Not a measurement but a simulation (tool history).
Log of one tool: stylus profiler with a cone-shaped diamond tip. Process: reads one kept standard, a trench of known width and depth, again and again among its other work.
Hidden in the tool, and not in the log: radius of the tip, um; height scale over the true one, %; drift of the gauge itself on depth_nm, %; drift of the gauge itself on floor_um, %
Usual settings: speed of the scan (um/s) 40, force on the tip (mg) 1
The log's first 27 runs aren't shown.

run   hour  speed of the scan (um/s)  force on the tip (mg)  scans with this tip  hours of work since the height scale was calibrated  depth of the trench (nm)  width of the trench's floor (um)
 28  541.4                        20                   0.37                 8575                                                   82                   1003.69                             24.37
 29  561.8                        75                      1                 8749                                                   95                   1007.84                              24.1
 30  582.6                        54                   1.99                 8926                                                  108                   1012.32                              24.3
 31  594.6                       143                   1.36                 9029                                                  115                   1009.58                             23.82
 32  611.6                       143                   0.34                 9174                                                  126                   1003.78                             23.27
 33  626.9                        14                   1.12                 9304                                                  136                    1008.3                              24.3
 34    654                        25                   1.12                 9535                                                  153                   1008.22                             24.28
 35  680.9                        47                   2.15                 9764                                                  170                   1012.88                             24.17
 36  694.8                        47                   2.15                 9883                                                  178                   1012.63                             24.21
 37  708.9                        36                   1.23                10004                                                  187                   1009.02                              24.1
 38    731                        84                   1.11                10192                                                  201                   1007.89                             23.92
       744  -- new tip fitted, height scale calibrated
 39  749.7                        11                   1.11                   49                                                    4                   1008.46                             25.94
 40  764.5                        74                   0.43                  174                                                   13                   1004.76                             25.48
 41  779.1                       139                   0.52                  299                                                   22                   1005.38                             25.08
 42  796.8                        40                   1.39                  450                                                   33                   1010.05                             25.81
 43  824.6                        40                   1.39                  687                                                   51                   1010.39                             25.75
 44  848.6                        40                   0.53                  891                                                   66                   1004.98                             25.58
 45  871.8                        82                   0.58                 1089                                                   80                   1004.98                             25.28
 46  885.5                       143                   0.92                 1207                                                   89                   1007.29                             25.07

3 ways to go on from here, each from the tool as it stands after run 46. What would each give?
  A  903.6                        21                   0.62                 1361                                                  100                         ?                                 ?
  B  903.6                        46                   0.66                 1361                                                  100                         ?                                 ?
  C  903.6                       143                   1.13                 1361                                                  100                         ?                                 ?

run  depth of the trench (nm)  width of the trench's floor (um)
  A                   1005.52                             25.71
  B                   1006.09                             25.43
  C                   1008.81                             25.09
Without the tool's hidden state the same runs would have given:
run  depth of the trench (nm)  width of the trench's floor (um)
  A                   1005.61                             25.95
  B                   1006.17                             25.68
  C                   1008.89                             25.33
